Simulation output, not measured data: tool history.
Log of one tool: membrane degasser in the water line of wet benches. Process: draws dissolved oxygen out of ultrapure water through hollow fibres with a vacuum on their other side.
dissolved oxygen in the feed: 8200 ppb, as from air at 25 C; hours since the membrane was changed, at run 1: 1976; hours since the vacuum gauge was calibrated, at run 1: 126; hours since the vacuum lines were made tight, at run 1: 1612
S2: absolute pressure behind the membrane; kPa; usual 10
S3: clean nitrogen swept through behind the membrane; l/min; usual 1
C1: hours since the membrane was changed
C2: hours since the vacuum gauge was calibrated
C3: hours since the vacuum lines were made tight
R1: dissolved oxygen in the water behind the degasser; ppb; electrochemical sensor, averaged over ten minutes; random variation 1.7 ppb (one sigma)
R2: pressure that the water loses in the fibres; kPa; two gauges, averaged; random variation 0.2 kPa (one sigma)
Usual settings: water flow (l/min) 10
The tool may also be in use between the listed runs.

run 1 day=0 | water_flow_(l/min)=10 S2=10 S3=1 | C1=1976 C2=126 C3=1612 | R1=198.5 R2=47.92
run 2 day=2.096 | water_flow_(l/min)=10 S2=10 S3=1 | C1=2026 C2=177 C3=1663 | R1=196 R2=47.73
run 3 day=3.829 | water_flow_(l/min)=10 S2=10 S3=1 | C1=2068 C2=218 C3=1704 | R1=196.3 R2=47.92
run 4 day=5.762 | water_flow_(l/min)=10 S2=10 S3=1 | C1=2114 C2=265 C3=1751 | R1=200.9 R2=47.88
run 5 day=7.146 | water_flow_(l/min)=10 S2=10 S3=1 | C1=2147 C2=298 C3=1784 | R1=197.6 R2=47.81
run 6 day=9.333 | water_flow_(l/min)=10 S2=10 S3=1 | C1=2200 C2=350 C3=1836 | R1=198.5 R2=47.77
run 7 day=10.762 | water_flow_(l/min)=10 S2=21.2 S3=0.47 | C1=2234 C2=385 C3=1871 | R1=816 R2=47.81
run 8 day=14.029 | water_flow_(l/min)=10 S2=21.2 S3=0.47 | C1=2312 C2=463 C3=1949 | R1=828.5 R2=48.4
run 9 day=16.342 | water_flow_(l/min)=12 S2=7.3 S3=0.47 | C1=2368 C2=518 C3=2004 | R1=274.2 R2=57.45
run 10 day=18.379 | water_flow_(l/min)=12 S2=18.4 S3=0.66 | C1=2417 C2=567 C3=2053 | R1=643.3 R2=57.29
run 11 day=20.55 | water_flow_(l/min)=10 S2=18.1 S3=2.41 | C1=2469 C2=620 C3=2106 | R1=192 R2=47.64
run 12 day=22.625 | water_flow_(l/min)=9 S2=10 S3=1.26 | C1=2519 C2=669 C3=2155 | R1=149.4 R2=42.96

Some steps in R1 between neighbouring runs. How much of each would the tool show without its hidden state too (settings, what came in, random variation), and how much is left for the hidden state, with any gauge scatter that isn't in both results?
The hidden state here: membrane still open, %; true pressure behind the membrane over the reading, kPa; air that leaks in behind the membrane, l/min; drift of the gauge itself on oxygen_ppb, %; drift of the gauge itself on loss_of_pressure_kpa, %.
Run 6 -> 7: S2 10 -> 21.2, S3 1 -> 0.47. R1 +617.5 ppb: hidden state +5.9, all else +611.6.

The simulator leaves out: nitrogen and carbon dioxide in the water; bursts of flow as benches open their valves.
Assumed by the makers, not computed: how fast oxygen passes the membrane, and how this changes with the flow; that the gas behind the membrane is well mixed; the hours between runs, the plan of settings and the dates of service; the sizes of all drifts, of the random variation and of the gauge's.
